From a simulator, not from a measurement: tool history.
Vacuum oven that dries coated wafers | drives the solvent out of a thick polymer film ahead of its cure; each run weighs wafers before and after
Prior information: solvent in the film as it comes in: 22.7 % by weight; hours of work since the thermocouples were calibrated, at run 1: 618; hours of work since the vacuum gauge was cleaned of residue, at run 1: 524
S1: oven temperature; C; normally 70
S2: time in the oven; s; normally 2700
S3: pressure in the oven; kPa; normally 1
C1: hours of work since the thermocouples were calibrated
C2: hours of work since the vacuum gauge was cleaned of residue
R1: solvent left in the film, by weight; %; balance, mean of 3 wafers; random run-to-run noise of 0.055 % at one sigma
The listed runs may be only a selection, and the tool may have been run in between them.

{"run": 1, "hour": 0.0, "S1": 70, "S2": 2700, "S3": 1, "C1": 618, "C2": 524, "R1": 2.37}
{"run": 2, "hour": 18.1, "S1": 70, "S2": 2700, "S3": 1.13, "C1": 630, "C2": 537, "R1": 2.55}
{"run": 3, "hour": 50.7, "S1": 70, "S2": 2700, "S3": 1.51, "C1": 652, "C2": 559, "R1": 3.01}
{"run": 4, "hour": 74.6, "S1": 70, "S2": 4620, "S3": 1, "C1": 668, "C2": 575, "R1": 1.6}
{"run": 5, "hour": 108.4, "S1": 70, "S2": 2700, "S3": 1, "C1": 691, "C2": 598, "R1": 2.35}
{"run": 6, "hour": 144.7, "S1": 70, "S2": 2700, "S3": 1, "C1": 716, "C2": 622, "R1": 2.4}
{"run": 7, "hour": 166.5, "S1": 70, "S2": 2700, "S3": 1, "C1": 730, "C2": 637, "R1": 2.45}
{"run": 8, "hour": 196.6, "S1": 70, "S2": 2700, "S3": 0.53, "C1": 751, "C2": 657, "R1": 1.88}
{"run": 9, "hour": 218.8, "S1": 70, "S2": 2700, "S3": 0.53, "C1": 766, "C2": 672, "R1": 1.97}
{"hour": 234.7, "done": "oven's thermocouples calibrated"}
{"run": 10, "hour": 248.7, "S1": 70, "S2": 2700, "S3": 0.53, "C1": 9, "C2": 691, "R1": 2}
{"run": 11, "hour": 266.2, "S1": 70, "S2": 2700, "S3": 1.19, "C1": 21, "C2": 703, "R1": 2.82}
{"run": 12, "hour": 286.3, "S1": 75, "S2": 2640, "S3": 3.02, "C1": 35, "C2": 716, "R1": 3.55}
{"run": 13, "hour": 306.6, "S1": 56, "S2": 2640, "S3": 0.81, "C1": 49, "C2": 730, "R1": 7.51}

Predict the results of run 14:
{"run": 14, "hour": 336.4, "S1": 56, "S2": 2640, "S3": 0.81, "C1": 69, "C2": 750, "R1": "?"}

Run 14 produced R1 7.55 %.
Had the tool carried no hidden state, the very same run would have given R1 6.95 %.
